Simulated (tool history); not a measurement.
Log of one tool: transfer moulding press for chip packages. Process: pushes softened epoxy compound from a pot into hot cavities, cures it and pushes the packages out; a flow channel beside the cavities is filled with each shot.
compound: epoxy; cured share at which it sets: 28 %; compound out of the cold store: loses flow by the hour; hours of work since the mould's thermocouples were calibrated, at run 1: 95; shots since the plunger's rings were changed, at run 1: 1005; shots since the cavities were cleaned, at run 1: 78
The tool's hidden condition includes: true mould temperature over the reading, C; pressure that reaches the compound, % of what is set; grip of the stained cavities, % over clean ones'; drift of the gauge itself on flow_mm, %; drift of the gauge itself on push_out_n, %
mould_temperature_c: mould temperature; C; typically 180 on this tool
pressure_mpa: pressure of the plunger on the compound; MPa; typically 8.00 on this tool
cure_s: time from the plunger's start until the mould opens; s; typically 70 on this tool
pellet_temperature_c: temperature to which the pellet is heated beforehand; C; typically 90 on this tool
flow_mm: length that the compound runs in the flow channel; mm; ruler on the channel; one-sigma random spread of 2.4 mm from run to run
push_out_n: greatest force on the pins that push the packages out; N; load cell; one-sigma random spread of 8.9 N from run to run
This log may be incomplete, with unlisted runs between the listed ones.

run  hour  mould_temperature_c  pressure_mpa  cure_s  pellet_temperature_c  hours of work since the mould's thermocouples were calibrated  shots since the plunger's rings were changed  shots since the cavities were cleaned  incoming compound's hours out of the cold store  flow_mm  push_out_n
  1   0.0                  180          8.00      70                    90                                                             95                                          1005                                     78                                             14.4      545         498
  2   5.6                  180          8.00      70                    90                                                             99                                          1099                                    172                                             35.8      477         490
  3  14.8                  180          8.56      70                    90                                                            105                                          1253                                    326                                             34.3      500         553
  4  19.4                  180          6.32      70                    90                                                            109                                          1330                                    403                                             27.2      450         573
  5  25.1                  180          6.32      66                    90                                                            113                                          1426                                    499                                             34.7      428         655
  6  31.7                  180          8.00      70                    90                                                            117                                          1538                                    611                                             13.4      545         630
  7  37.5                  179          9.66      77                    83                                                            121                                          1635                                    708                                             47.6      491         521
  8  43.8                  180          7.83      70                    90                                                            126                                          1740                                    813                                             34.2      478         617
     45.9  -- cavities cleaned with cleaning compound and waxed
  9  52.3                  187          8.00      70                    94                                                            131                                          1857                                    106                                             22.9      505         339
 10  59.3                  180          6.12      70                    81                                                            136                                          1976                                    225                                             36.1      410         522
 11  64.3                  180          6.12      70                    81                                                            139                                          2059                                    308                                             18.9      463         592
 12  70.3                  180          9.52      70                    81                                                            144                                          2160                                    409                                             44.3      494         564

What if the next run were any one of these 3? Each begins from the tool's condition after run 12:
  A  76.3                  185          6.07      70                    81                                                            148                                          2261                                    510                                             41.9        ?           ?
  B  76.3                  175          7.24      65                    81                                                            148                                          2261                                    510                                             37.8        ?           ?
  C  76.3                  180          9.52      51                    81                                                            148                                          2261                                    510                                             31.8        ?           ?

run  flow_mm  push_out_n
  A      389         454
  B      451         967
  C      526        1267
What these runs would have given with no unlogged condition in the tool:
run  flow_mm  push_out_n
  A      402         321
  B      465         688
  C      543         899
